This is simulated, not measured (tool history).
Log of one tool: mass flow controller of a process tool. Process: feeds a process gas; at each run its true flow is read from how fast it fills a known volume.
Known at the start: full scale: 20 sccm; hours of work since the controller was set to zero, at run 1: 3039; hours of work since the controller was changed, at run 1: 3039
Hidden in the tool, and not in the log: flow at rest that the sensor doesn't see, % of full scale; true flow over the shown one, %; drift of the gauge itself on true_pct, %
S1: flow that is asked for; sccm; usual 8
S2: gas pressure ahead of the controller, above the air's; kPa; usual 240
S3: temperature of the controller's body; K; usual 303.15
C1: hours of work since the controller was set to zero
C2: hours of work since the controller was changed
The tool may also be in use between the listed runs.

Run 1, hour 0.0: usual settings; C1 3039; C2 3039. Result: true flow (%) 98.82.
Run 2, hour 589.8: usual settings; C1 3323; C2 3323. Result: true flow (%) 98.80.
Run 3, hour 903.4: usual settings; C1 3474; C2 3474. Result: true flow (%) 98.74.
Run 4, hour 1167.0: usual settings; C1 3601; C2 3601. Result: true flow (%) 98.58.
Run 5, hour 1476.1: usual settings; C1 3750; C2 3750. Result: true flow (%) 98.57.
Run 6, hour 1721.9: usual settings but S1 11 sccm; C1 3869; C2 3869. Result: true flow (%) 98.67.
Run 7, hour 1982.4: usual settings but S1 11 sccm; C1 3994; C2 3994. Result: true flow (%) 98.39.
Run 8, hour 2470.1: usual settings but S1 11 sccm; C1 4229; C2 4229. Result: true flow (%) 98.33.
Run 9, hour 3042.8: usual settings but S1 11 sccm; C1 4505; C2 4505. Result: true flow (%) 98.34.
Run 10, hour 3506.9: usual settings but S1 6 sccm, S2 274 kPa, S3 293.15 K; C1 4729; C2 4729. Result: true flow (%) 97.81.
Run 11, hour 3816.3: usual settings but S1 3 sccm, S2 143 kPa; C1 4878; C2 4878. Result: true flow (%) 99.39.
Run 12, hour 4305.0: usual settings but S1 2 sccm, S2 143 kPa; C1 5113; C2 5113. Result: true flow (%) 100.31.

Run 13 comes next. What will it give?
Run 13, hour 4815.1: usual settings but S1 14 sccm, S2 146 kPa, S3 298.15 K; C1 5359; C2 5359. Result: true flow (%) ?.

Run 13 gave true flow (%) 97.86.
Without the tool's hidden state the same run would have given true flow (%) 100.08.
